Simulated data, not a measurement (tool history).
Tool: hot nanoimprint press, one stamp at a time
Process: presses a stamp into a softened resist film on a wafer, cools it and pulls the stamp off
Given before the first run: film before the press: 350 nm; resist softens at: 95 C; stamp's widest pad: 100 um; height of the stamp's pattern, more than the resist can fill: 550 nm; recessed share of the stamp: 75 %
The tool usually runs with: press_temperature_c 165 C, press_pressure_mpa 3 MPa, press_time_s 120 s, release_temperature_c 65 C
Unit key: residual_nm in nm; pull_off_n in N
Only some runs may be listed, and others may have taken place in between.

run 1 hour=0 | press_temperature_c=165 press_pressure_mpa=3 press_time_s=120 release_temperature_c=65 | residual_nm=153.1 pull_off_n=211
-- hour=56.3 stamp cleaned and given a new release coat
run 2 hour=57.4 | press_temperature_c=165 press_pressure_mpa=3 press_time_s=120 release_temperature_c=65 | residual_nm=155.7 pull_off_n=142
run 3 hour=114 | press_temperature_c=165 press_pressure_mpa=3 press_time_s=120 release_temperature_c=65 | residual_nm=154.2 pull_off_n=159
run 4 hour=159.6 | press_temperature_c=165 press_pressure_mpa=3.96 press_time_s=120 release_temperature_c=65 | residual_nm=137.5 pull_off_n=169
-- hour=189.1 plate thermocouple calibrated
-- hour=219.8 press's hydraulic seals changed and the load cell set to zero
run 5 hour=219.8 | press_temperature_c=165 press_pressure_mpa=3 press_time_s=120 release_temperature_c=69 | residual_nm=156.7 pull_off_n=167
run 6 hour=275.2 | press_temperature_c=169 press_pressure_mpa=3 press_time_s=120 release_temperature_c=65 | residual_nm=131.2 pull_off_n=202
run 7 hour=329.3 | press_temperature_c=169 press_pressure_mpa=3 press_time_s=120 release_temperature_c=65 | residual_nm=131 pull_off_n=222
-- hour=366.9 stamp cleaned and given a new release coat
run 8 hour=397.2 | press_temperature_c=169 press_pressure_mpa=3 press_time_s=120 release_temperature_c=65 | residual_nm=133.5 pull_off_n=158
run 9 hour=430.5 | press_temperature_c=169 press_pressure_mpa=3 press_time_s=120 release_temperature_c=65 | residual_nm=134.8 pull_off_n=164
-- hour=436.7 plate thermocouple calibrated, once more
run 10 hour=475.2 | press_temperature_c=165 press_pressure_mpa=3 press_time_s=120 release_temperature_c=60 | residual_nm=146.9 pull_off_n=179
run 11 hour=510 | press_temperature_c=165 press_pressure_mpa=3 press_time_s=120 release_temperature_c=60 | residual_nm=149.8 pull_off_n=199
run 12 hour=547.1 | press_temperature_c=165 press_pressure_mpa=3 press_time_s=120 release_temperature_c=60 | residual_nm=149 pull_off_n=204
run 13 hour=586.3 | press_temperature_c=165 press_pressure_mpa=3 press_time_s=120 release_temperature_c=65 | residual_nm=149.2 pull_off_n=203
run 14 hour=634.4 | press_temperature_c=165 press_pressure_mpa=3 press_time_s=120 release_temperature_c=65 | residual_nm=152.3 pull_off_n=222
run 15 hour=662.2 | press_temperature_c=165 press_pressure_mpa=3 press_time_s=120 release_temperature_c=65 | residual_nm=150.5 pull_off_n=222
-- hour=673.2 stamp cleaned and given a new release coat
run 16 hour=711.6 | press_temperature_c=166 press_pressure_mpa=3 press_time_s=92 release_temperature_c=65 | residual_nm=158.5 pull_off_n=152

Run 17, settings as shown, results not yet in. Your forecast:
run 17 hour=752.4 | press_temperature_c=166 press_pressure_mpa=3 press_time_s=92 release_temperature_c=65 | residual_nm=? pull_off_n=?

residual_nm: 159.6 nm
pull_off_n: 158 N
The same run, on a tool lacking any hidden state, would have yielded residual_nm 150.8 nm, pull_off_n 135 N.

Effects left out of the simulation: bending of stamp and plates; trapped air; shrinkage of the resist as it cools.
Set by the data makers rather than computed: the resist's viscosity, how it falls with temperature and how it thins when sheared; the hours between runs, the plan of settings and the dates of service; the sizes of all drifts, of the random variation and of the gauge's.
